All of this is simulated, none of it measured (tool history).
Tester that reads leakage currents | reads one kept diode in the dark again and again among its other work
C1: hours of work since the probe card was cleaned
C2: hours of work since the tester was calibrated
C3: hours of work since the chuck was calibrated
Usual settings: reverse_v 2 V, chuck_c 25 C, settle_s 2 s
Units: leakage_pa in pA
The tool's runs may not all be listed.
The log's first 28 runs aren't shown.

run 29 hour=5707.3 | reverse_v=1.8 chuck_c=34 settle_s=6.98 | C1=205 C2=1648 C3=1186 | leakage_pa=52.65
run 30 hour=5831.3 | reverse_v=1.8 chuck_c=34 settle_s=6.98 | C1=291 C2=1734 C3=1272 | leakage_pa=52.4
run 31 hour=5973 | reverse_v=7.34 chuck_c=28 settle_s=2.25 | C1=389 C2=1832 C3=1370 | leakage_pa=65.72
run 32 hour=6160.4 | reverse_v=4.44 chuck_c=28 settle_s=0.71 | C1=519 C2=1962 C3=1500 | leakage_pa=50.18
run 33 hour=6275.7 | reverse_v=1.14 chuck_c=37 settle_s=2 | C1=599 C2=2042 C3=1580 | leakage_pa=53.71
run 34 hour=6532.5 | reverse_v=1.14 chuck_c=30 settle_s=2 | C1=777 C2=2220 C3=1758 | leakage_pa=28.33
run 35 hour=6762.6 | reverse_v=12.63 chuck_c=20 settle_s=2 | C1=937 C2=2379 C3=1917 | leakage_pa=41.16
-- hour=6830.7 chuck's temperature calibrated
run 36 hour=6947.3 | reverse_v=5.37 chuck_c=25 settle_s=0.31 | C1=1063 C2=2506 C3=81 | leakage_pa=44.37
run 37 hour=7134.5 | reverse_v=12.92 chuck_c=34 settle_s=2 | C1=1193 C2=2636 C3=211 | leakage_pa=156.49
run 38 hour=7324.8 | reverse_v=11.79 chuck_c=33 settle_s=1.25 | C1=1325 C2=2768 C3=342 | leakage_pa=135.91
run 39 hour=7454.1 | reverse_v=1.75 chuck_c=40 settle_s=2.51 | C1=1415 C2=2857 C3=432 | leakage_pa=88.32

4 ways to go on from here, each from the tool as it stands after run 39. What would each give?
run A hour=7630.8 | reverse_v=2 chuck_c=44 settle_s=0.5 | C1=1537 C2=2980 C3=555 | leakage_pa=?
run B hour=7630.8 | reverse_v=14.43 chuck_c=35 settle_s=2 | C1=1537 C2=2980 C3=555 | leakage_pa=?
run C hour=7630.8 | reverse_v=5.47 chuck_c=51 settle_s=6.26 | C1=1537 C2=2980 C3=555 | leakage_pa=?
run D hour=7630.8 | reverse_v=13.73 chuck_c=41 settle_s=0.65 | C1=1537 C2=2980 C3=555 | leakage_pa=?

run=A leakage_pa=135.81
run=B leakage_pa=181.49
run=C leakage_pa=426
run=D leakage_pa=304.13
Without the tool's hidden state the same runs would have given:
run=A leakage_pa=135.82
run=B leakage_pa=181.38
run=C leakage_pa=426.04
run=D leakage_pa=304.06
